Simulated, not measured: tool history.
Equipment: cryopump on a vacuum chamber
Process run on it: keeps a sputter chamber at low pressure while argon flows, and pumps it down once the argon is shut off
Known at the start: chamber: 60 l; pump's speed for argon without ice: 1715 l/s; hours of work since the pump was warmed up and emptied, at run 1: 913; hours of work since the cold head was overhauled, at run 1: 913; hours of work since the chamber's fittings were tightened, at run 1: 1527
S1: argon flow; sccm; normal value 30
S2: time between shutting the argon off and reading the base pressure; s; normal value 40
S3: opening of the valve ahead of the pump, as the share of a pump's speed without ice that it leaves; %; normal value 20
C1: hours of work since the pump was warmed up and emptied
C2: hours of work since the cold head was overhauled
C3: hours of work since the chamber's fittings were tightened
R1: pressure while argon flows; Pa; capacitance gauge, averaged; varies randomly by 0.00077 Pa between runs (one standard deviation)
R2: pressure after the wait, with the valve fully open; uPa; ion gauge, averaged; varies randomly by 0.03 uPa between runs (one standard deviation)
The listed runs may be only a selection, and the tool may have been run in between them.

{"run": 1, "hour": 0.0, "S1": 30, "S2": 40, "S3": 20, "C1": 913, "C2": 913, "C3": 1527, "R1": 0.1533, "R2": 2.55}
{"run": 2, "hour": 84.0, "S1": 30, "S2": 40, "S3": 20, "C1": 954, "C2": 954, "C3": 1567, "R1": 0.1536, "R2": 2.61}
{"run": 3, "hour": 158.8, "S1": 30, "S2": 192, "S3": 20, "C1": 990, "C2": 990, "C3": 1603, "R1": 0.1542, "R2": 1.56}
{"run": 4, "hour": 202.3, "S1": 24, "S2": 40, "S3": 20, "C1": 1010, "C2": 1010, "C3": 1624, "R1": 0.1225, "R2": 2.71}
{"run": 5, "hour": 244.8, "S1": 24, "S2": 40, "S3": 20, "C1": 1031, "C2": 1031, "C3": 1644, "R1": 0.1243, "R2": 2.58}
{"hour": 258.7, "done": "pump warmed up, emptied and cooled again"}
{"run": 6, "hour": 322.0, "S1": 24, "S2": 40, "S3": 20, "C1": 30, "C2": 1065, "C3": 1679, "R1": 0.1211, "R2": 2.44}
{"run": 7, "hour": 391.5, "S1": 24, "S2": 40, "S3": 20, "C1": 64, "C2": 1099, "C3": 1712, "R1": 0.1182, "R2": 2.43}
{"run": 8, "hour": 447.5, "S1": 30, "S2": 40, "S3": 20, "C1": 90, "C2": 1126, "C3": 1739, "R1": 0.1497, "R2": 2.59}
{"run": 9, "hour": 487.2, "S1": 30, "S2": 40, "S3": 20, "C1": 110, "C2": 1145, "C3": 1758, "R1": 0.1493, "R2": 2.49}
{"run": 10, "hour": 546.5, "S1": 30, "S2": 40, "S3": 19, "C1": 138, "C2": 1173, "C3": 1787, "R1": 0.156, "R2": 2.56}
{"run": 11, "hour": 610.9, "S1": 30, "S2": 40, "S3": 19, "C1": 169, "C2": 1204, "C3": 1818, "R1": 0.157, "R2": 2.56}
{"run": 12, "hour": 657.8, "S1": 30, "S2": 40, "S3": 19, "C1": 191, "C2": 1226, "C3": 1840, "R1": 0.1569, "R2": 2.65}
{"run": 13, "hour": 696.1, "S1": 30, "S2": 40, "S3": 45, "C1": 210, "C2": 1245, "C3": 1858, "R1": 0.0677, "R2": 2.56}
{"run": 14, "hour": 737.8, "S1": 30, "S2": 40, "S3": 20, "C1": 230, "C2": 1265, "C3": 1878, "R1": 0.1486, "R2": 2.7}
{"run": 15, "hour": 778.3, "S1": 30, "S2": 117, "S3": 20, "C1": 249, "C2": 1284, "C3": 1898, "R1": 0.1483, "R2": 1.76}
{"run": 16, "hour": 838.4, "S1": 46, "S2": 117, "S3": 20, "C1": 278, "C2": 1313, "C3": 1927, "R1": 0.2304, "R2": 1.77}
{"run": 17, "hour": 876.8, "S1": 30, "S2": 40, "S3": 20, "C1": 296, "C2": 1331, "C3": 1945, "R1": 0.1488, "R2": 2.57}
{"hour": 911.6, "done": "leaking fittings of the chamber tightened, without venting"}
{"run": 18, "hour": 917.0, "S1": 30, "S2": 40, "S3": 20, "C1": 315, "C2": 1350, "C3": 3, "R1": 0.1493, "R2": 1.54}
{"run": 19, "hour": 962.8, "S1": 30, "S2": 40, "S3": 20, "C1": 337, "C2": 1372, "C3": 25, "R1": 0.1505, "R2": 1.52}
{"run": 20, "hour": 1024.5, "S1": 30, "S2": 40, "S3": 20, "C1": 366, "C2": 1401, "C3": 54, "R1": 0.1496, "R2": 1.53}
{"run": 21, "hour": 1090.6, "S1": 18, "S2": 22, "S3": 53, "C1": 398, "C2": 1433, "C3": 86, "R1": 0.0349, "R2": 2.67}
{"run": 22, "hour": 1134.0, "S1": 29, "S2": 22, "S3": 16, "C1": 419, "C2": 1454, "C3": 107, "R1": 0.1786, "R2": 2.67}
{"run": 23, "hour": 1175.0, "S1": 24, "S2": 89, "S3": 16, "C1": 438, "C2": 1473, "C3": 126, "R1": 0.1507, "R2": 0.86}
{"run": 24, "hour": 1257.4, "S1": 24, "S2": 89, "S3": 16, "C1": 478, "C2": 1513, "C3": 166, "R1": 0.1502, "R2": 0.89}
{"run": 25, "hour": 1341.0, "S1": 24, "S2": 89, "S3": 16, "C1": 518, "C2": 1553, "C3": 206, "R1": 0.1503, "R2": 0.93}
{"run": 26, "hour": 1417.8, "S1": 24, "S2": 89, "S3": 15, "C1": 555, "C2": 1590, "C3": 243, "R1": 0.1599, "R2": 0.98}
{"run": 27, "hour": 1477.7, "S1": 16, "S2": 22, "S3": 20, "C1": 583, "C2": 1619, "C3": 271, "R1": 0.0805, "R2": 2.75}
{"run": 28, "hour": 1551.6, "S1": 16, "S2": 22, "S3": 20, "C1": 619, "C2": 1654, "C3": 307, "R1": 0.0804, "R2": 2.74}

Estimate the outcome of run 29 from the log above:
{"run": 29, "hour": 1600.9, "S1": 24, "S2": 25, "S3": 16, "C1": 643, "C2": 1678, "C3": 330, "R1": "?", "R2": "?"}

R1: 0.1513 Pa
R2: 2.50 uPa
Take away the tool's hidden state, keep the run-to-run variation as it was, and the same run would have given R1 0.1482 Pa, R2 2.24 uPa.

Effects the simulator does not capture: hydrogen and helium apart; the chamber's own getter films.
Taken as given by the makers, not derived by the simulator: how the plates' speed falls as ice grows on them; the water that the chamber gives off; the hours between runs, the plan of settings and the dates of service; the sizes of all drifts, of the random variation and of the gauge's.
